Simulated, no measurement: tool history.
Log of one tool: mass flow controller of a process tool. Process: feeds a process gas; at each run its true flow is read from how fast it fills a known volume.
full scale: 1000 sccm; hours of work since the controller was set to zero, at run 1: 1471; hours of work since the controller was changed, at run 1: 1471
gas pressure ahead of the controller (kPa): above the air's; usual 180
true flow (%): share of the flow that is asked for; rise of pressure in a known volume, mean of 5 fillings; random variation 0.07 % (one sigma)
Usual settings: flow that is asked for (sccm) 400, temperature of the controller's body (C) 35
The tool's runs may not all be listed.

| run | hour | flow that is asked for (sccm) | gas pressure ahead of the controller (kPa) | temperature of the controller's body (C) | hours of work since the controller was set to zero | hours of work since the controller was changed | true flow (%) |
|---|---|---|---|---|---|---|---|
| 1 | 0.0 | 400 | 180 | 35 | 1471 | 1471 | 98.52 |
| 2 | 73.4 | 400 | 180 | 35 | 1518 | 1518 | 98.43 |
| 3 | 154.3 | 400 | 180 | 35 | 1570 | 1570 | 98.61 |
| 4 | 287.4 | 400 | 180 | 35 | 1655 | 1655 | 98.44 |
| 5 | 391.6 | 400 | 180 | 35 | 1722 | 1722 | 98.53 |
| 6 | 499.6 | 400 | 228 | 35 | 1791 | 1791 | 98.35 |
| 7 | 557.5 | 400 | 228 | 35 | 1828 | 1828 | 98.30 |
| 8 | 689.2 | 400 | 228 | 35 | 1913 | 1913 | 98.33 |
| 9 | 807.9 | 400 | 228 | 35 | 1989 | 1989 | 98.21 |
| 10 | 864.6 | 591 | 180 | 35 | 2025 | 2025 | 99.05 |
| 11 | 973.5 | 591 | 180 | 27 | 2095 | 2095 | 99.00 |
| 12 | 1094.9 | 400 | 180 | 31 | 2173 | 2173 | 98.30 |
| 13 | 1153.5 | 400 | 180 | 31 | 2210 | 2210 | 98.55 |
| 14 | 1253.9 | 400 | 180 | 31 | 2275 | 2275 | 98.43 |
| 15 | 1350.6 | 400 | 180 | 33 | 2337 | 2337 | 98.40 |
| 16 | 1408.4 | 400 | 180 | 35 | 2374 | 2374 | 98.56 |
| 17 | 1519.3 | 400 | 230 | 35 | 2445 | 2445 | 98.26 |
| 18 | 1638.4 | 400 | 189 | 35 | 2521 | 2521 | 98.47 |
| 19 | 1730.9 | 400 | 178 | 35 | 2580 | 2580 | 98.47 |
| 20 | 1850.6 | 400 | 178 | 35 | 2657 | 2657 | 98.58 |
| 21 | 1966.0 | 400 | 180 | 35 | 2731 | 2731 | 98.48 |
| 22 | 2079.7 | 243 | 180 | 35 | 2804 | 2804 | 98.15 |
| 23 | 2190.9 | 243 | 180 | 35 | 2875 | 2875 | 97.89 |
| 24 | 2287.6 | 243 | 218 | 35 | 2937 | 2937 | 97.83 |
| 25 | 2420.4 | 400 | 157 | 35 | 3022 | 3022 | 98.70 |
| 26 | 2542.6 | 400 | 157 | 35 | 3100 | 3100 | 98.58 |
| 27 | 2658.3 | 583 | 142 | 27 | 3175 | 3175 | 99.01 |
| 28 | 2763.9 | 583 | 142 | 27 | 3242 | 3242 | 98.97 |
| 29 | 2828.2 | 583 | 142 | 27 | 3283 | 3283 | 99.02 |
| 30 | 2927.6 | 583 | 240 | 37 | 3347 | 3347 | 98.80 |
| 31 | 3048.9 | 696 | 156 | 37 | 3425 | 3425 | 99.53 |
| 32 | 3116.8 | 352 | 180 | 38 | 3468 | 3468 | 98.53 |
| 33 | 3216.5 | 283 | 201 | 27 | 3532 | 3532 | 97.86 |
| 34 | 3321.4 | 400 | 255 | 27 | 3600 | 3600 | 97.89 |
| 35 | 3420.5 | 249 | 255 | 25 | 3663 | 3663 | 97.51 |
| 36 | 3519.2 | 844 | 180 | 37 | 3726 | 3726 | 100.06 |
| 37 | 3629.0 | 133 | 191 | 35 | 3797 | 3797 | 97.52 |
| 38 | 3700.4 | 147 | 161 | 22 | 3842 | 3842 | 97.32 |
| 39 | 3756.9 | 178 | 251 | 31 | 3879 | 3879 | 97.35 |
| 40 | 3883.1 | 178 | 251 | 31 | 3959 | 3959 | 97.31 |
| 41 | 3981.4 | 178 | 168 | 25 | 4022 | 4022 | 97.56 |
| 42 | 4054.6 | 812 | 194 | 35 | 4069 | 4069 | 99.80 |
| 43 | 4139.8 | 812 | 151 | 21 | 4124 | 4124 | 99.50 |
| 44 | 4271.8 | 404 | 197 | 28 | 4209 | 4209 | 98.15 |
| 45 | 4372.8 | 659 | 176 | 26 | 4273 | 4273 | 98.98 |
| 46 | 4445.2 | 971 | 180 | 35 | 4320 | 4320 | 100.32 |
| 47 | 4579.7 | 971 | 180 | 35 | 4406 | 4406 | 100.25 |

Forecast each of these 4 alternatives for the next run:
| A | 4697.4 | 166 | 180 | 35 | 4481 | 4481 | ? |
| B | 4697.4 | 101 | 263 | 30 | 4481 | 4481 | ? |
| C | 4697.4 | 400 | 142 | 31 | 4481 | 4481 | ? |
| D | 4697.4 | 217 | 225 | 30 | 4481 | 4481 | ? |

| run | true flow (%) |
|---|---|
| A | 97.70 |
| B | 97.00 |
| C | 98.74 |
| D | 97.52 |
Without the tool's hidden state the same runs would have given:
| run | true flow (%) |
|---|---|
| A | 97.70 |
| B | 97.00 |
| C | 98.72 |
| D | 97.52 |
